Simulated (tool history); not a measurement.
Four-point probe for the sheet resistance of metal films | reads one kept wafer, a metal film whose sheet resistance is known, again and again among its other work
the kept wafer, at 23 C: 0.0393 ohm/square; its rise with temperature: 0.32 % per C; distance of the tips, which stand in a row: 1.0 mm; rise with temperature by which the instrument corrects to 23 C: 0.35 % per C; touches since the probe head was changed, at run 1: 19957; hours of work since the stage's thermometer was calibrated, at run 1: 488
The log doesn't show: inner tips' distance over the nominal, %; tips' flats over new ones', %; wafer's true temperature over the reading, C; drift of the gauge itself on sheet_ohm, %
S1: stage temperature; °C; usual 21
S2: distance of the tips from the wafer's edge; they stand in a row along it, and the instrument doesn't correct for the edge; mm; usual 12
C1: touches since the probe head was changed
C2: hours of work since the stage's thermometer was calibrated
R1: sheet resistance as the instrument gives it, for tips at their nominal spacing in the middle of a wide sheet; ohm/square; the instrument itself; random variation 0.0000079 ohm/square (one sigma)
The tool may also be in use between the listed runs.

| run | hour | S1 | S2 | C1 | C2 | R1 |
|---|---|---|---|---|---|---|
| 1 | 0.0 | 21 | 12 | 19957 | 488 | 0.039537 |
| 2 | 16.9 | 21 | 12 | 20478 | 499 | 0.039545 |
| 3 | 26.1 | 21 | 12 | 20761 | 506 | 0.039530 |
| 4 | 36.0 | 21 | 7 | 21065 | 512 | 0.039816 |
| 5 | 50.6 | 22 | 7 | 21514 | 522 | 0.039829 |
| 6 | 68.7 | 22 | 7 | 22070 | 535 | 0.039828 |
| 7 | 83.7 | 22 | 7 | 22532 | 545 | 0.039811 |
| 8 | 96.2 | 22 | 12 | 22916 | 554 | 0.039544 |
| 9 | 109.6 | 22 | 12 | 23329 | 563 | 0.039534 |
| 10 | 126.4 | 21 | 7 | 23848 | 574 | 0.039863 |
| 11 | 134.5 | 21 | 7 | 24097 | 580 | 0.039843 |
| 12 | 148.3 | 21 | 7 | 24521 | 589 | 0.039839 |
| 13 | 166.3 | 21 | 12 | 25074 | 602 | 0.039563 |
| 14 | 179.4 | 21 | 12 | 25476 | 611 | 0.039559 |
| 15 | 189.5 | 21 | 12 | 25788 | 618 | 0.039569 |
| 16 | 199.5 | 21 | 12 | 26096 | 624 | 0.039554 |
| 17 | 210.2 | 27 | 12 | 26425 | 632 | 0.039474 |
| 18 | 221.3 | 27 | 12 | 26766 | 639 | 0.039492 |
| 19 | 232.1 | 27 | 12 | 27100 | 647 | 0.039475 |
| 20 | 241.6 | 27 | 12 | 27393 | 653 | 0.039499 |
| 21 | 258.6 | 21 | 8 | 27914 | 665 | 0.039743 |
| 22 | 266.7 | 21 | 8 | 28164 | 670 | 0.039752 |
| 23 | 281.7 | 19 | 12 | 28624 | 681 | 0.039594 |
| 24 | 297.6 | 24 | 3 | 29114 | 692 | 0.041605 |
| 25 | 312.3 | 21 | 5 | 29569 | 702 | 0.040263 |
| 26 | 328.3 | 21 | 5 | 30058 | 713 | 0.040263 |
| 27 | 339.2 | 22 | 70 | 30395 | 720 | 0.039416 |
| 28 | 354.7 | 19 | 5 | 30871 | 731 | 0.040283 |
| 29 | 363.3 | 19 | 5 | 31136 | 736 | 0.040304 |
| 30 | 372.8 | 19 | 5 | 31428 | 743 | 0.040295 |
| 31 | 389.5 | 23 | 20 | 31943 | 754 | 0.039455 |
| 32 | 404.8 | 23 | 5 | 32413 | 765 | 0.040242 |
| 33 | 414.2 | 23 | 5 | 32703 | 771 | 0.040248 |
| 34 | 427.5 | 21 | 3 | 33112 | 780 | 0.041656 |
| 35 | 436.5 | 23 | 38 | 33387 | 787 | 0.039428 |
| 36 | 449.5 | 27 | 12 | 33790 | 795 | 0.039499 |
| 37 | 457.1 | 21 | 10 | 34022 | 801 | 0.039660 |
| 38 | 474.9 | 31 | 4 | 34571 | 813 | 0.040593 |
| 39 | 482.4 | 26 | 7 | 34801 | 818 | 0.039803 |
| 40 | 496.4 | 24 | 72 | 35231 | 828 | 0.039398 |
| 41 | 514.1 | 35 | 39 | 35777 | 840 | 0.039283 |
| 42 | 526.4 | 35 | 39 | 36156 | 848 | 0.039279 |
| 43 | 538.8 | 23 | 75 | 36538 | 857 | 0.039425 |
| 44 | 551.6 | 23 | 75 | 36932 | 865 | 0.039436 |
| 45 | 567.6 | 21 | 3 | 37423 | 876 | 0.041684 |

Some steps in R1 between neighbouring runs. How much of each would the tool show without its hidden state too (settings, what came in, random variation), and how much is left for the hidden state, with any gauge scatter that isn't in both results?
Run 23 -> 24: S1 19 -> 24, S2 12 -> 3. R1 +0.002011 ohm/square: hidden state +0.000007, all else +0.002004.
Run 33 -> 34: S1 23 -> 21, S2 5 -> 3. R1 +0.001408 ohm/square: hidden state +0.000006, all else +0.001402.
Run 34 -> 35: S1 21 -> 23, S2 3 -> 38. R1 -0.002228 ohm/square: hidden state -0.000005, all else -0.002223.
Run 44 -> 45: S1 23 -> 21, S2 75 -> 3. R1 +0.002248 ohm/square: hidden state +0.000009, all else +0.002239.
